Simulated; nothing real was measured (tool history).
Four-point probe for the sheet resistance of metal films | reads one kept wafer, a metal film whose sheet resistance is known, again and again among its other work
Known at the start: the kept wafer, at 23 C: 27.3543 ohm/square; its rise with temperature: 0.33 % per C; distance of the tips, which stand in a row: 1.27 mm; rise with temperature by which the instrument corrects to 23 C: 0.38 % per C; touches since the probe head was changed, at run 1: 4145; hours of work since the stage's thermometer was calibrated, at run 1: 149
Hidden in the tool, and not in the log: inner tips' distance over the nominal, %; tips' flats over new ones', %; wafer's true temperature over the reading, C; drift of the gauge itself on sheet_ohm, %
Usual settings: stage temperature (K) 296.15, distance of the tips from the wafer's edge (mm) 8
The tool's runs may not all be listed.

| run | day | stage temperature (K) | distance of the tips from the wafer's edge (mm) | touches since the probe head was changed | hours of work since the stage's thermometer was calibrated | sheet resistance as the instrument gives it (ohm/square) |
|---|---|---|---|---|---|---|
| 1 | 0.000 | 296.15 | 8 | 4145 | 149 | 27.924071 |
| 2 | 2.050 | 296.15 | 23 | 4735 | 171 | 27.600115 |
| 3 | 4.358 | 296.15 | 23 | 5399 | 194 | 27.602636 |
| 4 | 7.167 | 296.15 | 23 | 6208 | 224 | 27.605329 |
| 5 | 9.758 | 296.15 | 23 | 6954 | 250 | 27.603123 |
| 6 | 12.500 | 296.15 | 23 | 7744 | 279 | 27.599373 |
| 7 | 13.983 | 296.15 | 8 | 8171 | 294 | 27.939317 |
| 8 | 15.796 | 296.15 | 8 | 8692 | 313 | 27.938117 |
|  | 16.129 | stage's thermometer calibrated |
| 9 | 19.104 | 296.15 | 8 | 9639 | 31 | 27.934753 |
|  | 20.988 | stage's thermometer calibrated, once more |
| 10 | 21.662 | 296.15 | 9 | 10370 | 7 | 27.842881 |
| 11 | 24.354 | 299.15 | 8 | 11145 | 35 | 27.892186 |
| 12 | 27.571 | 301.15 | 8 | 12071 | 68 | 27.873436 |
| 13 | 29.171 | 301.15 | 8 | 12531 | 85 | 27.883790 |
| 14 | 32.362 | 296.15 | 19 | 13450 | 118 | 27.623816 |
| 15 | 35.308 | 296.15 | 11 | 14299 | 149 | 27.765080 |
| 16 | 37.912 | 292.15 | 33 | 15048 | 176 | 27.640910 |
| 17 | 40.604 | 292.15 | 3 | 15823 | 203 | 30.036029 |
| 18 | 42.342 | 304.15 | 18 | 16324 | 221 | 27.543962 |
| 19 | 45.288 | 297.15 | 30 | 17171 | 252 | 27.593660 |

How the hidden state differs across the entries between the runs, from the last listed run before each to the first after it:
Between runs 8 and 9: stage's thermometer calibrated (day 16.129)
  inner tips' distance over the nominal, %: 0.677 -> 0.682; tips' flats over new ones', %: 6 -> 7; wafer's true temperature over the reading, C: 0.15 -> 0.21
  measured less the result without the state, sheet resistance as the instrument gives it (ohm/square): +0.216876 -> +0.224190
Between runs 9 and 10: stage's thermometer calibrated, once more (day 20.988)
  inner tips' distance over the nominal, %: 0.682 -> 0.685; wafer's true temperature over the reading, C: 0.21 -> 0.01
  measured less the result without the state, sheet resistance as the instrument gives it (ohm/square): +0.224190 -> +0.205384
